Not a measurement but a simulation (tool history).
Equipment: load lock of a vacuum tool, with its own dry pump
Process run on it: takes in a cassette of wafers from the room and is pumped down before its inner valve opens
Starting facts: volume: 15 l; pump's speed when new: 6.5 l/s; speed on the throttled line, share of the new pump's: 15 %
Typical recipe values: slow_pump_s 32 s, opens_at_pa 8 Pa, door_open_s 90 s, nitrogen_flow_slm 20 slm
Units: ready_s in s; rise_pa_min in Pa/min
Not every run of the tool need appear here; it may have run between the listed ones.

run    hour  slow_pump_s  opens_at_pa  door_open_s  nitrogen_flow_slm  incoming humidity of the room's air, %  ready_s  rise_pa_min
  1       0           32            8           90                 20                                    45.6     49.2        0.045
  2   139.2           32            7           90                 20                                    42.8     49.7        0.039
  3     342           32            7           90                 20                                    46.4     49.2        0.043
  4   655.1           32            7           90                 20                                      45     49.2        0.041
  5   974.7           32            7           90                 20                                    45.9     49.1        0.047
  6  1146.8           32            7           90                 20                                    44.7     49.7        0.042
  7  1291.3           32            7          127                 20                                    44.2     48.8        0.055
  8  1534.8           23            7          127                 20                                    45.6     41.4        0.049
  9  1781.8           23            7          127                 20                                    45.6     41.5        0.051
 10  2128.8           23            7          127                 20                                    47.2     41.4        0.056
 11  2430.1           32            8           90                 15                                    43.4     48.7        0.045
     2505.8  -- dry pump taken out, an overhauled one fitted
 12  2710.4           32            8           90                 15                                    40.4     49.1        0.044
 13    2877           32            9           90                 20                                      44     49.4        0.048
 14  3048.2           32            8           90                  4                                    42.9     49.3        0.059
 15    3216           32            8           90                 20                                    42.9       50        0.043
 16  3360.8           32            8           90                 20                                    44.8     49.2        0.041
 17  3680.5           32            8           90                 20                                    44.7     49.9        0.042
 18  3838.8           32            8           90                 20                                    45.6     48.8        0.047
 19  4110.4           32            8          120                 20                                    45.6     49.1        0.055
 20  4453.4           50           12          200                 11                                    43.2     62.8        0.075
 21  4748.4           50           12          200                 11                                    43.6     63.1        0.079

Run 22, settings as shown, results not yet in. Your forecast:
 22  4938           32            8          225                 29                                    44.3        ?            ?

For run 22 the tool returned ready_s 48.6 s, rise_pa_min 0.065 Pa/min.
With the hidden condition absent and the run-to-run variation left alone, this run would have shown ready_s 48.6 s, rise_pa_min 0.063 Pa/min.
